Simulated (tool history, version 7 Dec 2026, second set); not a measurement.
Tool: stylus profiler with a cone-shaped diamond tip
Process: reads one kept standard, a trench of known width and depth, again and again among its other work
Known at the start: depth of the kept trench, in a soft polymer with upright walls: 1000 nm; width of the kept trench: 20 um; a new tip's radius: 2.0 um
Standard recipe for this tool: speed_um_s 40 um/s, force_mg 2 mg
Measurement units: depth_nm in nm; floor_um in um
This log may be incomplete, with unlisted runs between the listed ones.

Run 1, hour 0: usual settings. Result: depth_nm 1008.81 nm, floor_um 15.97 um.
Run 2, hour 97.2: usual settings. Result: depth_nm 1008.96 nm, floor_um 15.9 um.
Run 3, hour 168.9: usual settings. Result: depth_nm 1008.78 nm, floor_um 15.85 um.
Run 4, hour 266.8: usual settings. Result: depth_nm 1009.34 nm, floor_um 15.86 um.
Run 5, hour 356.4: usual settings. Result: depth_nm 1009.36 nm, floor_um 15.82 um.
Run 6, hour 482.1: usual settings. Result: depth_nm 1009.21 nm, floor_um 15.82 um.
Run 7, hour 560.8: usual settings. Result: depth_nm 1009.64 nm, floor_um 15.74 um.
Run 8, hour 683.4: usual settings. Result: depth_nm 1009.82 nm, floor_um 15.69 um.
Run 9, hour 812.8: usual settings. Result: depth_nm 1009.33 nm, floor_um 15.66 um.
Run 10, hour 911.5: usual settings. Result: depth_nm 1009.97 nm, floor_um 15.65 um.
Run 11, hour 994.1: usual settings. Result: depth_nm 1009.86 nm, floor_um 15.6 um.
Run 12, hour 1120.2: usual settings. Result: depth_nm 1009.86 nm, floor_um 15.58 um.
Run 13, hour 1179.3: usual settings. Result: depth_nm 1010.26 nm, floor_um 15.52 um.
Run 14, hour 1293.1: usual settings but speed_um_s 42 um/s, force_mg 0.89 mg. Result: depth_nm 1006.98 nm, floor_um 15.33 um.

Run 15, settings as shown, results not yet in. Your forecast:
Run 15, hour 1359.3: usual settings but speed_um_s 42 um/s, force_mg 0.89 mg. Result: depth_nm ?, floor_um ?.

depth_nm: 1006.49 nm
floor_um: 15.33 um
Take away the tool's hidden state, keep the run-to-run variation as it was, and the same run would have given depth_nm 1004.26 nm, floor_um 16.14 um.
